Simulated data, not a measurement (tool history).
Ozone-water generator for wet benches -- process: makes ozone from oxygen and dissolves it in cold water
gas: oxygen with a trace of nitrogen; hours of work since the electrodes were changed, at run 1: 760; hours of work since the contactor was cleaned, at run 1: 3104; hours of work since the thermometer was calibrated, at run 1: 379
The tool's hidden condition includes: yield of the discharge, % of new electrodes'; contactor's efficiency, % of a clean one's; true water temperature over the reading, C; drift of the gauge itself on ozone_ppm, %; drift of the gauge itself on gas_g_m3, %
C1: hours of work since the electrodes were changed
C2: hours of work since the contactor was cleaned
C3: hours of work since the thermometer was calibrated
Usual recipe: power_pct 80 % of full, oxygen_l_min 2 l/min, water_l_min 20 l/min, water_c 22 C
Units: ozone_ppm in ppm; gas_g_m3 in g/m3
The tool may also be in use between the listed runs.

run 1 hour=0 | power_pct=80 oxygen_l_min=2 water_l_min=20 water_c=22 | C1=760 C2=3104 C3=379 | ozone_ppm=10.2 gas_g_m3=166.3
run 2 hour=24.6 | power_pct=80 oxygen_l_min=2 water_l_min=20 water_c=22 | C1=776 C2=3120 C3=396 | ozone_ppm=10.3 gas_g_m3=166.4
run 3 hour=47.3 | power_pct=80 oxygen_l_min=2 water_l_min=20 water_c=22 | C1=791 C2=3135 C3=411 | ozone_ppm=10.4 gas_g_m3=165.9
run 4 hour=60.9 | power_pct=80 oxygen_l_min=2 water_l_min=20 water_c=22 | C1=800 C2=3145 C3=420 | ozone_ppm=10.5 gas_g_m3=167.6
run 5 hour=81.1 | power_pct=80 oxygen_l_min=2 water_l_min=20 water_c=22 | C1=814 C2=3158 C3=433 | ozone_ppm=10.5 gas_g_m3=166.5
run 6 hour=100.6 | power_pct=80 oxygen_l_min=2 water_l_min=20 water_c=22 | C1=827 C2=3171 C3=446 | ozone_ppm=10.2 gas_g_m3=165.4
run 7 hour=125.9 | power_pct=80 oxygen_l_min=2 water_l_min=20 water_c=22 | C1=844 C2=3188 C3=463 | ozone_ppm=10.3 gas_g_m3=166.1
run 8 hour=145.2 | power_pct=80 oxygen_l_min=2 water_l_min=20 water_c=22 | C1=857 C2=3201 C3=476 | ozone_ppm=10.3 gas_g_m3=165.4
run 9 hour=161.1 | power_pct=80 oxygen_l_min=2 water_l_min=20 water_c=22 | C1=867 C2=3211 C3=487 | ozone_ppm=10.3 gas_g_m3=165.4
run 10 hour=190.6 | power_pct=80 oxygen_l_min=2 water_l_min=20 water_c=22 | C1=887 C2=3231 C3=506 | ozone_ppm=10.2 gas_g_m3=164.6
run 11 hour=212.5 | power_pct=80 oxygen_l_min=2 water_l_min=20 water_c=22 | C1=901 C2=3246 C3=521 | ozone_ppm=10.3 gas_g_m3=164.9
run 12 hour=229.5 | power_pct=75 oxygen_l_min=2 water_l_min=20 water_c=22 | C1=913 C2=3257 C3=532 | ozone_ppm=9.9 gas_g_m3=158.3
run 13 hour=245.8 | power_pct=43 oxygen_l_min=2 water_l_min=20 water_c=22 | C1=924 C2=3268 C3=543 | ozone_ppm=6.8 gas_g_m3=111.5
run 14 hour=263.5 | power_pct=43 oxygen_l_min=2 water_l_min=20 water_c=22 | C1=935 C2=3280 C3=555 | ozone_ppm=6.8 gas_g_m3=109.7
run 15 hour=290.2 | power_pct=43 oxygen_l_min=2 water_l_min=20 water_c=22 | C1=953 C2=3297 C3=573 | ozone_ppm=6.9 gas_g_m3=110.3
run 16 hour=313.3 | power_pct=43 oxygen_l_min=2 water_l_min=20 water_c=22 | C1=969 C2=3313 C3=588 | ozone_ppm=6.9 gas_g_m3=109.9
run 17 hour=328.7 | power_pct=43 oxygen_l_min=2 water_l_min=20 water_c=22 | C1=979 C2=3323 C3=598 | ozone_ppm=6.7 gas_g_m3=108.9
run 18 hour=345.4 | power_pct=70 oxygen_l_min=2 water_l_min=20 water_c=17 | C1=990 C2=3334 C3=610 | ozone_ppm=9.7 gas_g_m3=151.6
run 19 hour=360.1 | power_pct=70 oxygen_l_min=2 water_l_min=20 water_c=27 | C1=1000 C2=3344 C3=619 | ozone_ppm=8.8 gas_g_m3=151.6
run 20 hour=373.9 | power_pct=45 oxygen_l_min=1.3 water_l_min=19 water_c=20 | C1=1009 C2=3353 C3=629 | ozone_ppm=6.4 gas_g_m3=135.7
run 21 hour=401.7 | power_pct=80 oxygen_l_min=2 water_l_min=16 water_c=28 | C1=1027 C2=3372 C3=647 | ozone_ppm=11.8 gas_g_m3=164.6
run 22 hour=427 | power_pct=80 oxygen_l_min=2 water_l_min=16 water_c=28 | C1=1044 C2=3389 C3=664 | ozone_ppm=11.7 gas_g_m3=164.1
run 23 hour=442.3 | power_pct=65 oxygen_l_min=1.26 water_l_min=27 water_c=22 | C1=1055 C2=3399 C3=674 | ozone_ppm=5.5 gas_g_m3=175
run 24 hour=464.2 | power_pct=97 oxygen_l_min=1.21 water_l_min=13 water_c=17 | C1=1069 C2=3413 C3=689 | ozone_ppm=15.2 gas_g_m3=232.3
run 25 hour=487 | power_pct=72 oxygen_l_min=2 water_l_min=24 water_c=22 | C1=1084 C2=3429 C3=704 | ozone_ppm=7.8 gas_g_m3=153.6
run 26 hour=516.7 | power_pct=55 oxygen_l_min=2 water_l_min=20 water_c=22 | C1=1104 C2=3448 C3=724 | ozone_ppm=8 gas_g_m3=130.1
run 27 hour=540.7 | power_pct=55 oxygen_l_min=2 water_l_min=20 water_c=22 | C1=1120 C2=3464 C3=740 | ozone_ppm=8.2 gas_g_m3=130.3
run 28 hour=566.4 | power_pct=55 oxygen_l_min=2.46 water_l_min=20 water_c=18 | C1=1137 C2=3481 C3=757 | ozone_ppm=8.7 gas_g_m3=117.9
run 29 hour=590 | power_pct=51 oxygen_l_min=2 water_l_min=20 water_c=22 | C1=1153 C2=3497 C3=773 | ozone_ppm=7.6 gas_g_m3=121
run 30 hour=613.7 | power_pct=59 oxygen_l_min=2.68 water_l_min=13 water_c=22 | C1=1169 C2=3513 C3=788 | ozone_ppm=12.7 gas_g_m3=117.9
run 31 hour=635.4 | power_pct=59 oxygen_l_min=2.68 water_l_min=13 water_c=22 | C1=1183 C2=3527 C3=803 | ozone_ppm=12.7 gas_g_m3=117.4
run 32 hour=650.5 | power_pct=59 oxygen_l_min=2.16 water_l_min=26 water_c=22 | C1=1193 C2=3537 C3=813 | ozone_ppm=6.6 gas_g_m3=130.4
run 33 hour=674 | power_pct=67 oxygen_l_min=1.97 water_l_min=24 water_c=22 | C1=1209 C2=3553 C3=829 | ozone_ppm=7.4 gas_g_m3=146.7

Measured result minus the same run's result without the hidden state. Both carry the same run-to-run variation, though not necessarily the same gauge scatter:
run=1 ozone_ppm=-0.6 gas_g_m3=-4.5
run=2 ozone_ppm=-0.6 gas_g_m3=-4.6
run=3 ozone_ppm=-0.5 gas_g_m3=-4.7
run=4 ozone_ppm=-0.5 gas_g_m3=-4.8
run=5 ozone_ppm=-0.6 gas_g_m3=-4.8
run=6 ozone_ppm=-0.5 gas_g_m3=-4.9
run=7 ozone_ppm=-0.6 gas_g_m3=-5
run=8 ozone_ppm=-0.5 gas_g_m3=-5.1
run=9 ozone_ppm=-0.6 gas_g_m3=-5.1
run=10 ozone_ppm=-0.6 gas_g_m3=-5.3
run=11 ozone_ppm=-0.6 gas_g_m3=-5.3
run=12 ozone_ppm=-0.6 gas_g_m3=-4.9
run=13 ozone_ppm=-0.3 gas_g_m3=-2.3
run=14 ozone_ppm=-0.3 gas_g_m3=-2.3
run=15 ozone_ppm=-0.3 gas_g_m3=-2.4
run=16 ozone_ppm=-0.3 gas_g_m3=-2.4
run=17 ozone_ppm=-0.3 gas_g_m3=-2.4
run=18 ozone_ppm=-0.5 gas_g_m3=-5
run=19 ozone_ppm=-0.5 gas_g_m3=-5.1
run=20 ozone_ppm=-0.3 gas_g_m3=-3.2
run=21 ozone_ppm=-0.8 gas_g_m3=-6.1
run=22 ozone_ppm=-0.7 gas_g_m3=-6.3
run=23 ozone_ppm=-0.4 gas_g_m3=-5.9
run=24 ozone_ppm=-1 gas_g_m3=-10.1
run=25 ozone_ppm=-0.6 gas_g_m3=-5.7
run=26 ozone_ppm=-0.4 gas_g_m3=-4
run=27 ozone_ppm=-0.4 gas_g_m3=-4.1
run=28 ozone_ppm=-0.5 gas_g_m3=-3.7
run=29 ozone_ppm=-0.4 gas_g_m3=-3.7
run=30 ozone_ppm=-0.7 gas_g_m3=-4.1
run=31 ozone_ppm=-0.7 gas_g_m3=-4.2
run=32 ozone_ppm=-0.4 gas_g_m3=-4.6
run=33 ozone_ppm=-0.5 gas_g_m3=-5.8
